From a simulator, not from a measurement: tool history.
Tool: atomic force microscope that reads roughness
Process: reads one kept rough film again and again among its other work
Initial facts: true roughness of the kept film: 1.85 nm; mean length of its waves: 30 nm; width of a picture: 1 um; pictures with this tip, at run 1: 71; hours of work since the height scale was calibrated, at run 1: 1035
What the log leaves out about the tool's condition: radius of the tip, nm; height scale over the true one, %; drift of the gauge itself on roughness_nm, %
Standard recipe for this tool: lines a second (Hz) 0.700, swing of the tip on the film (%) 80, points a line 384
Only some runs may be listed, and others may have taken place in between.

run	hour	lines a second (Hz)	swing of the tip on the film (%)	points a line	pictures with this tip	hours of work since the height scale was calibrated	roughness of the kept film (nm (root mean square))
1	0.0	0.700	80	384	71	1035	1.683
# hour 15.1: new tip fitted
2	37.6	0.700	80	384	42	1059	1.673
# hour 68.1: new tip fitted
3	68.1	0.700	80	384	0	1078	1.698
4	106.6	0.700	80	384	71	1103	1.683
# hour 120.4: new tip fitted
5	144.6	0.700	80	833	44	1127	1.700
6	167.4	0.700	80	833	86	1142	1.692
# hour 174.5: new tip fitted
7	186.2	0.700	80	833	21	1153	1.711
8	205.3	0.700	80	833	56	1166	1.713
# hour 229.2: new tip fitted
9	244.3	1.406	80	384	28	1190	1.639
10	270.6	1.406	80	384	76	1207	1.626
# hour 282.0: new tip fitted
11	310.3	0.700	80	384	52	1233	1.686
# hour 335.3: new tip fitted
12	338.1	0.700	73	472	5	1250	1.706
13	375.5	2.765	73	409	74	1274	1.579
# hour 388.9: new tip fitted
14	404.3	2.765	73	409	28	1292	1.597
15	431.5	1.947	77	907	78	1310	1.608
# hour 441.9: new tip fitted
16	456.0	3.108	63	447	26	1325	1.664
17	491.6	3.108	63	447	91	1348	1.647
# hour 494.9: new tip fitted
18	530.3	3.330	55	987	65	1373	1.685
# hour 547.4: new tip fitted
19	556.4	3.330	55	259	16	1389	1.667
20	590.7	3.330	55	259	80	1411	1.674
# hour 601.7: new tip fitted
21	629.6	3.330	55	259	51	1436	1.671

3 ways to go on from here, each from the tool as it stands after run 21. What would each give?
# hour 656.4: new tip fitted
A	669.3	0.700	89	766	24	1461	?
# hour 656.4: new tip fitted
B	669.3	0.868	64	259	24	1461	?
# hour 656.4: new tip fitted
C	669.3	1.492	80	304	24	1461	?

run	roughness of the kept film (nm (root mean square))
A	1.675
B	1.702
C	1.630
Take away the tool's hidden state, keep each run's random variation, and the runs would have read:
run	roughness of the kept film (nm (root mean square))
A	1.676
B	1.704
C	1.632

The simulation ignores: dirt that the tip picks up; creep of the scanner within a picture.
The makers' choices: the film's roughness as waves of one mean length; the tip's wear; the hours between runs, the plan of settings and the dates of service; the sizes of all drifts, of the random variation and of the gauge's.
